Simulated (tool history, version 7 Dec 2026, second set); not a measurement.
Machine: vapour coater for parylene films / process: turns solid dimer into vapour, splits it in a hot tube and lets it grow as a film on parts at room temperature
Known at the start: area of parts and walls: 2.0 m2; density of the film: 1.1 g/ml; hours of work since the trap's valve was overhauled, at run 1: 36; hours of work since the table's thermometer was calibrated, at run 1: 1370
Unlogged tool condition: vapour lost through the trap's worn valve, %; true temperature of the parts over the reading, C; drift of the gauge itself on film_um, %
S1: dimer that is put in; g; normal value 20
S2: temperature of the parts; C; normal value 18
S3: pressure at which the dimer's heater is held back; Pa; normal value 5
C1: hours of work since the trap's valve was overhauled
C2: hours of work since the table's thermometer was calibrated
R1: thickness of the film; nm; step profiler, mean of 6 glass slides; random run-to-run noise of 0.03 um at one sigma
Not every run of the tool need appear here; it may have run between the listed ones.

run,day,S1,S2,S3,C1,C2,R1
1,0,20,18,5,36,1370,4160
2,1.692,20,18,5,68,1402,4150
3,3.092,14,18,5,95,1429,2920
4,4.821,14,18,5,128,1462,2920
5,6.504,14,18,5,160,1494,2920
6,7.862,14,18,5,186,1520,2860
7,8.625,20,18,5,200,1534,4140
8,9.896,20,18,5,225,1559,4070
9,11.417,20,11,5,254,1588,5190
10,12.979,20,11,5,283,1618,5110
11,14.617,20,11,5,315,1649,5120
12,15.596,20,11,5,333,1668,5110
13,16.604,20,11,5,353,1687,5080
14,17.671,20,11,5,373,1707,5030
15,19.442,20,18,5,407,1741,4030
16,20.775,20,18,5,432,1766,4100
17,22.262,20,18,5,461,1795,4030
18,23.904,20,18,5,492,1826,3990
19,25.512,20,18,5,523,1857,3970
20,26.896,10,17,4.47,549,1883,2080
# day 27.488: trap's valve overhauled
21,27.904,10,17,4.47,8,1899,2180
22,29.521,15,14,4.62,39,1930,3550
# day 29.658: table's thermometer calibrated
23,31.192,15,14,4.62,70,29,3500
24,32.342,15,14,4.62,92,51,3460
25,33.562,20,21,5,115,75,3600
26,34.688,21,17,8.06,137,96,4110
27,36.046,19,18,2.57,163,122,4100
28,37.517,19,18,2.57,191,150,4190
29,39.208,19,18,2.57,223,182,4100
30,40.258,11,14,2.65,243,202,2700
# day 40.571: table's thermometer calibrated, once more
31,41.575,27,20,9.96,267,19,4880
32,43,35,14,2.92,295,46,9040
33,44.367,20,11,8.11,321,72,5010
34,45.462,20,10,8.11,342,93,5180
35,46.775,20,10,8.11,367,118,5090

Same runs, no hidden state in the tool, same run-to-run variation:
run,R1
1,4280
2,4280
3,3020
4,3030
5,3040
6,2980
7,4320
8,4260
9,5450
10,5390
11,5410
12,5410
13,5390
14,5350
15,4300
16,4380
17,4320
18,4290
19,4280
20,2250
21,2260
22,3690
23,3710
24,3670
25,3830
26,4390
27,4380
28,4500
29,4410
30,2910
31,4990
32,9270
33,5150
34,5330
35,5260

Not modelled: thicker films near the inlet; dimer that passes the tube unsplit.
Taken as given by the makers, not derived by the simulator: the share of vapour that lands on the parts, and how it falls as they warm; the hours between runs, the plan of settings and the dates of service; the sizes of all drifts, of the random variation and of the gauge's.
